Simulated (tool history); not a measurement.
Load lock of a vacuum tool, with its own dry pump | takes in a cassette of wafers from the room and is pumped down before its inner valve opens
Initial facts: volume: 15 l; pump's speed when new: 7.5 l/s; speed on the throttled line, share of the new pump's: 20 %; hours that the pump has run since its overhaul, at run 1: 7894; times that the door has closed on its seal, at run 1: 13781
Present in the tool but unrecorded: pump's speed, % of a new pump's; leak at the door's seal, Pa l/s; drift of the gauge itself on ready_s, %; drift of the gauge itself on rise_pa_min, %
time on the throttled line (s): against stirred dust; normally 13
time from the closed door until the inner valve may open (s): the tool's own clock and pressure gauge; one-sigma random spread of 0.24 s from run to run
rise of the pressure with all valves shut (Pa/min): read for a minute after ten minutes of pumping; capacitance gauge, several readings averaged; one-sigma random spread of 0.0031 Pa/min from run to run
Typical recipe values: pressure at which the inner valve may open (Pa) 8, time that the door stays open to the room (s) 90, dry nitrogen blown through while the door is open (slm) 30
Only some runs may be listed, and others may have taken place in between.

run	hour	time on the throttled line (s)	pressure at which the inner valve may open (Pa)	time that the door stays open to the room (s)	dry nitrogen blown through while the door is open (slm)	hours that the pump has run since its overhaul	times that the door has closed on its seal	incoming humidity of the room's air, %	time from the closed door until the inner valve may open (s)	rise of the pressure with all valves shut (Pa/min)
1	0.0	13	8	90	30	7894	13781	48.3	30.3	0.090
2	78.6	13	8	90	30	7973	14123	45.0	30.2	0.087
3	171.9	13	8	90	30	8066	14529	48.7	30.2	0.096
4	237.9	13	8	90	30	8132	14816	45.5	30.2	0.097
5	315.6	13	8	90	30	8210	15154	46.7	30.5	0.095
6	391.3	13	8	90	30	8286	15484	48.0	29.9	0.103
7	483.4	14	8	90	30	8378	15885	45.8	31.3	0.096
8	572.8	14	8	90	30	8467	16274	45.9	31.1	0.099
9	634.9	13	8	90	30	8529	16544	44.9	30.5	0.094
10	750.7	13	9	90	30	8645	17048	47.0	29.7	0.100
11	824.1	13	8	90	30	8718	17368	44.6	30.2	0.102
12	909.1	13	8	90	30	8803	17738	45.9	30.8	0.106
13	1015.9	13	8	90	30	8910	18203	49.8	30.5	0.109
14	1080.8	13	8	90	30	8975	18486	42.2	30.4	0.101
15	1164.2	13	8	90	30	9059	18849	44.6	30.0	0.100
16	1257.4	13	13	90	30	9152	19254	43.1	29.2	0.105
17	1370.7	13	13	162	30	9265	19747	46.6	29.5	0.135
18	1440.4	12	13	37	44	9335	20051	47.5	28.7	0.075
19	1528.6	7	14	90	7	9423	20434	45.5	24.3	0.137
20	1625.7	7	15	90	30	9520	20857	44.7	24.6	0.108
21	1684.1	18	14	90	31	9578	21112	45.9	33.0	0.104
22	1759.3	13	8	43	36	9654	21439	44.3	30.1	0.087
23	1821.5	13	9	66	9	9716	21709	44.2	30.1	0.126
24	1936.2	16	8	59	9	9830	22209	48.5	32.6	0.129
25	1985.0	8	10	40	8	9879	22421	44.8	25.9	0.113
26	2083.3	8	10	40	8	9978	22849	44.1	26.2	0.116
27	2192.2	8	10	40	8	10086	23323	45.5	26.0	0.115
28	2304.4	8	10	40	8	10199	23812	47.3	26.2	0.123
29	2356.2	8	10	40	8	10250	24037	42.7	26.0	0.111
30	2436.4	13	7	36	13	10331	24386	50.1	30.4	0.112
31	2514.9	13	7	36	13	10409	24728	44.9	31.0	0.116
32	2568.8	14	14	123	31	10463	24963	46.9	30.1	0.139
33	2666.9	14	14	123	31	10561	25390	43.9	30.4	0.135

Difference, measured minus no-hidden-state, one row per run. Run-to-run variation is common to both terms; the gauge's own scatter need not be:
run	time from the closed door until the inner valve may open (s)	rise of the pressure with all valves shut (Pa/min)
1	+0.7	+0.029
2	+0.7	+0.030
3	+0.7	+0.031
4	+0.7	+0.033
5	+0.8	+0.033
6	+0.8	+0.034
7	+0.8	+0.035
8	+0.8	+0.036
9	+0.8	+0.038
10	+0.7	+0.039
11	+0.8	+0.039
12	+0.9	+0.041
13	+0.8	+0.042
14	+0.8	+0.043
15	+0.8	+0.045
16	+0.8	+0.045
17	+0.8	+0.048
18	+0.8	+0.048
19	+0.9	+0.049
20	+0.8	+0.050
21	+0.8	+0.052
22	+0.9	+0.053
23	+0.9	+0.053
24	+0.9	+0.055
25	+1.0	+0.056
26	+0.9	+0.057
27	+1.0	+0.059
28	+0.9	+0.061
29	+1.0	+0.061
30	+0.9	+0.064
31	+0.9	+0.065
32	+0.8	+0.066
33	+0.9	+0.067

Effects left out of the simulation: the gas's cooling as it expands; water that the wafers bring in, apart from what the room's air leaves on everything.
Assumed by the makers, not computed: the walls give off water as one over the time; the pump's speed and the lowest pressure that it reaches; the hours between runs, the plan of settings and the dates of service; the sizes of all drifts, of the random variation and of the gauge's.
